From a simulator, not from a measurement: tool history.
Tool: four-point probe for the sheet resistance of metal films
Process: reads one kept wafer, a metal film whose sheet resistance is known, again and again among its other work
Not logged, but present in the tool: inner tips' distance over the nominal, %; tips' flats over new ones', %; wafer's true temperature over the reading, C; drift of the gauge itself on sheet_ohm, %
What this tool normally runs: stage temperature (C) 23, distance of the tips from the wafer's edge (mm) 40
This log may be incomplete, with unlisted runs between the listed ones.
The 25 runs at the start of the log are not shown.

run,day,stage temperature (C),distance of the tips from the wafer's edge (mm),touches since the probe head was changed,hours of work since the stage's thermometer was calibrated,sheet resistance as the instrument gives it (ohm/square)
26,12.921,30,50,9606,1585,0.032707
27,13.342,30,50,9747,1591,0.032700
28,13.742,22,15,9880,1597,0.032788
29,14.179,35,15,10026,1603,0.032842
30,14.617,28,19,10173,1610,0.032751
31,14.983,21,9,10296,1615,0.032987
32,15.492,21,7,10466,1622,0.033201
33,15.938,33,7,10615,1628,0.033287
34,16.404,33,7,10772,1635,0.033293
35,17.029,30,31,10980,1644,0.032722
36,17.462,26,6,11125,1650,0.033443
37,17.833,20,4,11250,1655,0.034310
38,18.371,28,43,11429,1663,0.032701
39,18.692,28,43,11536,1668,0.032704
40,19.142,33,21,11687,1674,0.032781
41,19.858,33,21,11927,1684,0.032772
42,20.325,23,22,12082,1691,0.032700
43,20.967,23,22,12298,1700,0.032708
44,21.650,22,11,12527,1710,0.032887

Forecast each of these 5 alternatives for the next run:
A,22.346,33,14,12759,1720,?
B,22.346,35,60,12759,1720,?
C,22.346,28,10,12759,1720,?
D,22.346,27,63,12759,1720,?
E,22.346,29,45,12759,1720,?

run,sheet resistance as the instrument gives it (ohm/square)
A,0.032862
B,0.032736
C,0.032966
D,0.032685
E,0.032692
With no hidden state in the tool, these same runs would have given:
run,sheet resistance as the instrument gives it (ohm/square)
A,0.032808
B,0.032681
C,0.032912
D,0.032632
E,0.032638

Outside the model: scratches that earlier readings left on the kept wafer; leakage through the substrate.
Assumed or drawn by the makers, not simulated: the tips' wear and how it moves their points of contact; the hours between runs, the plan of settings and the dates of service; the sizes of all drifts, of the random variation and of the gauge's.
